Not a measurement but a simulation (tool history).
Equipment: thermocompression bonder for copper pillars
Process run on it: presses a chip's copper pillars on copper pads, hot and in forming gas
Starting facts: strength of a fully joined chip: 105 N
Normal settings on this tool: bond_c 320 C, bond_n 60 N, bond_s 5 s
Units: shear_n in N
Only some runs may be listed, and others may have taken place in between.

run    hour  bond_c  bond_n  bond_s  shear_n
  1     0.0     320      60       5     70.2
  2    41.2     320      60       5     68.8
       54.6  -- forming gas filter changed
  3    89.3     320      60       5     73.4
  4   135.6     320      60       5     73.3
  5   195.7     320      60       5     73.0
  6   233.0     320      60       5     71.4
  7   271.2     343      60       5     83.6
  8   331.9     320      60       5     70.0
  9   370.9     320      60       5     70.5
 10   432.9     320      60       5     70.9
 11   502.9     320      60       3     60.1
 12   579.0     320      60       3     59.4
      588.6  -- heater calibrated with a thermocouple chip
 13   654.6     320      60       3     58.8
      697.9  -- forming gas filter changed
 14   732.2     299      87       6     83.2
 15   799.6     299      87       6     82.4
 16   842.3     320      58      13     86.2
      887.9  -- heater calibrated with a thermocouple chip, once more
 17   911.2     320      60      10     84.9
 18   972.9     329      53       5     71.3
 19  1010.0     309      64       8     78.4
 20  1072.9     309      63       8     77.7
 21  1144.1     320      48       5     59.8
 22  1181.2     320      50       6     65.3
 23  1247.0     342      44       5     66.5
 24  1280.6     322      37       5     46.6
 25  1315.7     321      47       3     48.7

Consider 5 possible next runs. They are alternatives, not a sequence: every one starts from the tool as it was left by run 25. What does each give?
     1344.9  -- forming gas filter changed
  A  1373.6     296      60       9        ?
     1344.9  -- forming gas filter changed
  B  1373.6     316      58       3        ?
     1344.9  -- forming gas filter changed
  C  1373.6     315      47       3        ?
     1344.9  -- forming gas filter changed
  D  1373.6     348      57       3        ?
     1344.9  -- forming gas filter changed
  E  1373.6     344      47       8        ?

run  shear_n
  A     72.0
  B     60.3
  C     48.6
  D     76.0
  E     81.3
The same runs, with their run-to-run variation unchanged, on a tool lacking any hidden condition would have given:
run  shear_n
  A     71.1
  B     59.3
  C     47.6
  D     74.9
  E     80.3

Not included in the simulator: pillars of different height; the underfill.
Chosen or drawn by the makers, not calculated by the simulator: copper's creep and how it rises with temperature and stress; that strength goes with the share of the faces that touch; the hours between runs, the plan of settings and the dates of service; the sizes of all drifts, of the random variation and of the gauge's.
